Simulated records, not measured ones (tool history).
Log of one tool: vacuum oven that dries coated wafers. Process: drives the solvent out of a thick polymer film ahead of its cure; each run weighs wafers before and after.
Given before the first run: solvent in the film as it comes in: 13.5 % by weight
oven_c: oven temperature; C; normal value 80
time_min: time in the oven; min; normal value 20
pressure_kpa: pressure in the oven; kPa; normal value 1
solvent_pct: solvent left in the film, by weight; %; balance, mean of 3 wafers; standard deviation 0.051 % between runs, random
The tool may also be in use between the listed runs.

run     day  oven_c  time_min  pressure_kpa  solvent_pct
  1       0      80        20             1         1.64
  2   0.429      80        20             1          1.6
  3   1.042      70        20             1         4.61
  4   1.588      70        20             1         4.44
  5   2.138      70        20             1         4.46
  6   2.675      86        20             1         0.66
  7   3.042      94        20             1         0.22
  8   3.654      94        20             1         0.17
  9     4.1      80        20             1         1.55
 10   4.796      80        20             1          1.6
      5.171  -- oven's thermocouples calibrated
 11   5.233      80        20             1         1.33
 12   5.996      80        20             1         1.36
 13   6.371      80        20             1         1.27
 14   6.917      80        20             1         1.31
 15   7.604      80        20             1         1.38
 16   8.362      80        20             1         1.31
 17   8.729      72        20             1         3.37
 18   9.508      80        20          2.57         1.66
 19   9.979      80        20          2.57         1.67
 20  10.758      69        20          2.57         4.82
 21  11.367      69        20          2.57          4.6
 22  12.008      69        20          2.57         4.78
 23  12.488      69        20          2.57         4.64
 24  13.054      69        20          2.57         4.78
 25  13.433      69        20          2.57         4.72
 26  13.967      69        20          2.57         4.75
 27  14.612      91        13          3.53         0.95
 28  15.283      67        20          1.57         5.07
 29  16.079      67        20          1.57         5.13
 30  16.775      67        20          1.57         5.14
 31  17.296      67        20          1.57         5.21
 32  17.854      67        18          1.99         5.74
 33  18.471      87        24          0.74         0.32
 34  19.229      77        20          3.38         2.54
 35  19.967      77        20          3.38          2.5
 36   20.55      79        21          1.15         1.53
 37    21.1      78        13          1.15         3.37
 38    21.9      83        29             1         0.41
 39  22.575      83        29          0.68         0.36
 40  22.992      81        14          0.68         2.07
 41    23.5      81        14          0.68         2.15
 42  23.888      82        23          1.16         0.88
 43  24.504      80        20          1.15         1.38
 44    25.1      79        20          1.18         1.65
 45  25.721      79        20          1.18         1.52
 46  26.358      80        20             1         1.41
 47   26.95      83        11             1         2.58

The same runs without the tool's hidden state, with the same run-to-run variation:
What the log doesn't record here: true wafer temperature over the reading, C; true pressure over the reading, kPa; drift of the gauge itself on solvent_pct, %.
run  solvent_pct
  1         1.43
  2         1.39
  3         4.29
  4         4.12
  5         4.14
  6         0.55
  7         0.19
  8         0.14
  9         1.33
 10         1.37
 11         1.42
 12         1.45
 13         1.36
 14         1.39
 15         1.47
 16         1.39
 17          3.5
 18         1.74
 19         1.75
 20         4.96
 21         4.73
 22         4.92
 23         4.77
 24         4.91
 25         4.84
 26         4.87
 27         0.99
 28         5.19
 29         5.24
 30         5.25
 31         5.32
 32         5.85
 33         0.32
 34         2.62
 35         2.58
 36         1.58
 37         3.46
 38          0.4
 39         0.35
 40         2.14
 41         2.22
 42          0.9
 43         1.43
 44          1.7
 45         1.57
 46         1.45
 47         2.64

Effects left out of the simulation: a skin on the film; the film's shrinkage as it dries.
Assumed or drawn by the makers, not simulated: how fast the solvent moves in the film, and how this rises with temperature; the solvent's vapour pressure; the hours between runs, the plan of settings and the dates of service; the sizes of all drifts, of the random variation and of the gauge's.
